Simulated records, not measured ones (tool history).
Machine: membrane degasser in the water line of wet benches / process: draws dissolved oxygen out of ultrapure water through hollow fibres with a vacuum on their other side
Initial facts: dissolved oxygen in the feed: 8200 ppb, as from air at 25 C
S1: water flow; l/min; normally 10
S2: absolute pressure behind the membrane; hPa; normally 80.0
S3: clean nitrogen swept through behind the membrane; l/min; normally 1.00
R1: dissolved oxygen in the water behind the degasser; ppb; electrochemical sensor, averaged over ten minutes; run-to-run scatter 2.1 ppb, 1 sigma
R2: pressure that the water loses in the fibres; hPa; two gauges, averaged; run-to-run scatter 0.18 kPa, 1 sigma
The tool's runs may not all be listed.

run      day  S1     S2    S3     R1     R2
  1    0.000  10   80.0  1.00  215.8  333.7
  2    4.767  10  120.9  1.00  301.6  329.1
  3    8.721  10  120.9  0.96  311.1  331.6
  4   12.654  10   80.0  1.00  210.2  331.1
  5   17.967  10   80.0  1.00  213.1  329.2
  6   22.925  10   80.0  1.00  211.8  331.5
  7   29.454  10   80.0  1.00  211.7  333.5
  8   33.192  10   80.0  1.00  211.7  329.9
      33.542  -- vacuum gauge calibrated
  9   39.542  10   80.0  1.00  212.6  330.0
 10   43.362  10   80.0  1.00  212.6  332.5
 11   49.571   9   80.0  1.00  184.1  297.9
 12   55.379   6   82.5  1.00  103.9  197.8
 13   61.771   8  123.8  2.92  122.4  264.6
 14   66.408   8  123.8  2.92  124.5  264.6
      68.771  -- vacuum gauge calibrated, once more
 15   72.367  11  136.6  1.00  385.0  364.9
 16   75.838   7   52.8  2.88   55.4  230.6
 17   81.079   7  174.1  0.51  473.1  232.6
 18   84.871   8  116.5  0.41  410.8  267.1
 19   91.817   8  116.5  0.41  415.6  264.7
 20   95.812  10   70.6  0.41  303.5  331.8
 21  101.246  10   70.6  0.41  299.1  331.2
 22  106.821   6   87.3  0.71  140.2  199.0

Below are 5 alternative next runs, each starting from the tool's condition after run 22. Predict each:
  A  110.079  10  173.1  1.00   ?   ?
  B  110.079   6  133.2  0.71   ?   ?
  C  110.079  11   75.3  0.49   ?   ?
  D  110.079  10   80.0  0.61   ?   ?
  E  110.079  11   87.3  0.58   ?   ?

run     R1     R2
  A  418.6  332.1
  B  231.3  197.9
  C  328.5  367.3
  D  274.9  331.9
  E  352.4  363.2
Without the tool's unlogged condition, the same runs would have read:
run     R1     R2
  A  412.4  328.8
  B  227.6  195.9
  C  322.0  363.7
  D  269.3  328.6
  E  345.9  359.6
